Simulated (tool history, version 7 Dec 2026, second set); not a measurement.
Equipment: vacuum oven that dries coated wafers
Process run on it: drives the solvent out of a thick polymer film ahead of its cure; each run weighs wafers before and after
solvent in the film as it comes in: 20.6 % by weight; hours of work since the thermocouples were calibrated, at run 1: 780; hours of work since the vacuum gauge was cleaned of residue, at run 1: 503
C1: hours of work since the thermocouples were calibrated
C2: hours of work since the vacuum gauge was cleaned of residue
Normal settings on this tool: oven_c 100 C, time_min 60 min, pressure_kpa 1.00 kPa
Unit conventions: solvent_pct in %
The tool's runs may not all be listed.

Run 1, hour 0.0: usual settings; C1 780; C2 503. Result: solvent_pct 1.546 %.
Run 2, hour 28.0: usual settings; C1 793; C2 516. Result: solvent_pct 1.542 %.
Run 3, hour 51.8: usual settings but oven_c 98 C; C1 804; C2 527. Result: solvent_pct 1.943 %.
Run 4, hour 67.5: usual settings but oven_c 98 C; C1 811; C2 534. Result: solvent_pct 1.952 %.
Run 5, hour 89.5: usual settings but pressure_kpa 2.21 kPa; C1 821; C2 544. Result: solvent_pct 2.431 %.
Run 6, hour 114.4: usual settings but pressure_kpa 2.21 kPa; C1 833; C2 555. Result: solvent_pct 2.420 %.
Run 7, hour 126.9: usual settings but pressure_kpa 2.21 kPa; C1 838; C2 561. Result: solvent_pct 2.429 %.
Run 8, hour 143.3: usual settings; C1 846; C2 569. Result: solvent_pct 1.527 %.
Run 9, hour 156.3: usual settings; C1 852; C2 575. Result: solvent_pct 1.522 %.
Run 10, hour 180.7: usual settings; C1 863; C2 586. Result: solvent_pct 1.536 %.
Run 11, hour 195.9: usual settings; C1 870; C2 593. Result: solvent_pct 1.527 %.
At hour 221.3: oven's thermocouples calibrated.
Run 12, hour 226.3: usual settings; C1 2; C2 606. Result: solvent_pct 1.843 %.
Run 13, hour 247.9: usual settings but oven_c 105 C, time_min 105 min, pressure_kpa 0.93 kPa; C1 12; C2 616. Result: solvent_pct 0.706 %.
Run 14, hour 265.7: usual settings but oven_c 105 C, time_min 105 min, pressure_kpa 0.75 kPa; C1 20; C2 624. Result: solvent_pct 0.580 %.
Run 15, hour 287.6: usual settings but oven_c 92 C, time_min 35 min, pressure_kpa 0.91 kPa; C1 30; C2 634. Result: solvent_pct 7.259 %.
Run 16, hour 308.5: usual settings but oven_c 110 C, time_min 59 min, pressure_kpa 1.10 kPa; C1 40; C2 644. Result: solvent_pct 0.746 %.
Run 17, hour 324.9: usual settings but oven_c 115 C; C1 48; C2 651. Result: solvent_pct 0.519 %.
Run 18, hour 344.9: usual settings but oven_c 115 C, time_min 89 min; C1 57; C2 660. Result: solvent_pct 0.518 %.
Run 19, hour 369.9: usual settings but oven_c 114 C, time_min 55 min, pressure_kpa 0.94 kPa; C1 68; C2 672. Result: solvent_pct 0.544 %.
Run 20, hour 387.3: usual settings but oven_c 97 C, pressure_kpa 0.64 kPa; C1 76; C2 680. Result: solvent_pct 2.267 %.
Run 21, hour 400.9: usual settings but oven_c 97 C, time_min 72 min, pressure_kpa 2.35 kPa; C1 82; C2 686. Result: solvent_pct 3.121 %.
Run 22, hour 425.0: usual settings but oven_c 90 C, pressure_kpa 1.43 kPa; C1 94; C2 697. Result: solvent_pct 5.523 %.

Below are 3 alternative next runs, each starting from the tool's condition after run 22. Predict each:
Run A, hour 451.0: usual settings but oven_c 95 C, pressure_kpa 0.69 kPa; C1 105; C2 709. Result: solvent_pct ?.
Run B, hour 451.0: usual settings but oven_c 102 C, pressure_kpa 2.11 kPa; C1 105; C2 709. Result: solvent_pct ?.
Run C, hour 451.0: usual settings but oven_c 90 C, time_min 53 min, pressure_kpa 0.61 kPa; C1 105; C2 709. Result: solvent_pct ?.

run  solvent_pct
  A        2.923
  B        2.243
  C        5.452
Take away the tool's hidden state, keep each run's random variation, and the runs would have read:
run  solvent_pct
  A        2.844
  B        2.176
  C        5.370
